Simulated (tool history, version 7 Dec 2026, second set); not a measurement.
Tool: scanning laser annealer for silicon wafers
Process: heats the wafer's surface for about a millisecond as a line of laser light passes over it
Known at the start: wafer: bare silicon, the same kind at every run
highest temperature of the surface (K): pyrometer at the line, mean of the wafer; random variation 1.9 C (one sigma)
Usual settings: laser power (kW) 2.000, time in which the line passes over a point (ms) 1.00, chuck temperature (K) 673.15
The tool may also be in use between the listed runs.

| run | hour | laser power (kW) | time in which the line passes over a point (ms) | chuck temperature (K) | highest temperature of the surface (K) |
|---|---|---|---|---|---|
| 1 | 0.0 | 2.000 | 1.00 | 673.15 | 1472.15 |
| 2 | 16.3 | 2.196 | 1.00 | 673.15 | 1559.15 |
| 3 | 47.0 | 2.196 | 1.00 | 673.15 | 1558.15 |
| 4 | 69.0 | 2.196 | 1.00 | 673.15 | 1553.15 |
| 5 | 83.2 | 2.000 | 0.91 | 673.15 | 1431.15 |
| 6 | 96.0 | 2.000 | 0.91 | 673.15 | 1427.15 |
| 7 | 124.7 | 2.000 | 1.00 | 694.15 | 1487.15 |
| 8 | 155.0 | 2.000 | 1.00 | 701.15 | 1492.15 |
| 9 | 170.0 | 1.973 | 1.00 | 673.15 | 1454.15 |
| 10 | 187.2 | 1.808 | 1.00 | 673.15 | 1386.15 |
|  | 194.8 | window over the wafer cleaned |
| 11 | 212.8 | 1.808 | 1.00 | 673.15 | 1404.15 |
| 12 | 243.5 | 1.817 | 1.00 | 673.15 | 1412.15 |
| 13 | 264.9 | 2.000 | 1.00 | 673.15 | 1490.15 |
| 14 | 283.0 | 2.000 | 1.00 | 673.15 | 1488.15 |
| 15 | 301.2 | 2.000 | 1.00 | 673.15 | 1487.15 |
| 16 | 322.2 | 2.000 | 1.00 | 673.15 | 1485.15 |
| 17 | 347.0 | 2.000 | 1.00 | 673.15 | 1483.15 |
| 18 | 368.0 | 2.000 | 0.71 | 673.15 | 1346.15 |
| 19 | 381.1 | 2.000 | 1.00 | 651.15 | 1462.15 |
| 20 | 408.3 | 2.000 | 1.00 | 651.15 | 1460.15 |
| 21 | 424.1 | 2.000 | 0.71 | 673.15 | 1345.15 |
| 22 | 443.7 | 2.000 | 0.71 | 673.15 | 1347.15 |
| 23 | 462.9 | 1.902 | 0.71 | 673.15 | 1310.15 |
| 24 | 478.4 | 1.779 | 1.00 | 673.15 | 1384.15 |
| 25 | 504.3 | 2.131 | 0.71 | 664.15 | 1382.15 |
| 26 | 533.9 | 2.131 | 0.71 | 664.15 | 1378.15 |
| 27 | 564.7 | 2.131 | 0.71 | 664.15 | 1379.15 |
| 28 | 585.8 | 2.164 | 0.90 | 667.15 | 1491.15 |
| 29 | 610.9 | 2.164 | 0.90 | 667.15 | 1486.15 |
| 30 | 635.8 | 2.164 | 0.90 | 667.15 | 1487.15 |
| 31 | 651.1 | 2.087 | 1.09 | 709.15 | 1580.15 |
| 32 | 682.1 | 1.990 | 0.73 | 684.15 | 1350.15 |
| 33 | 702.9 | 1.712 | 1.00 | 679.15 | 1349.15 |
| 34 | 732.1 | 2.057 | 1.00 | 688.15 | 1505.15 |
|  | 760.7 | optics aligned, line set to its width |
| 35 | 762.3 | 1.876 | 0.99 | 673.15 | 1409.15 |
| 36 | 782.6 | 1.876 | 0.99 | 673.15 | 1410.15 |
| 37 | 797.4 | 2.142 | 0.89 | 642.15 | 1446.15 |
|  | 808.4 | window over the wafer cleaned |
| 38 | 821.5 | 2.142 | 0.89 | 642.15 | 1469.15 |
| 39 | 835.4 | 1.828 | 1.17 | 648.15 | 1456.15 |
| 40 | 866.7 | 1.828 | 1.17 | 648.15 | 1454.15 |

Forecast run 41:
| 41 | 895.6 | 2.193 | 1.14 | 696.15 | ? |

highest temperature of the surface (K): 1663.15
Without the tool's hidden state the same run would have given highest temperature of the surface (K) 1677.15.
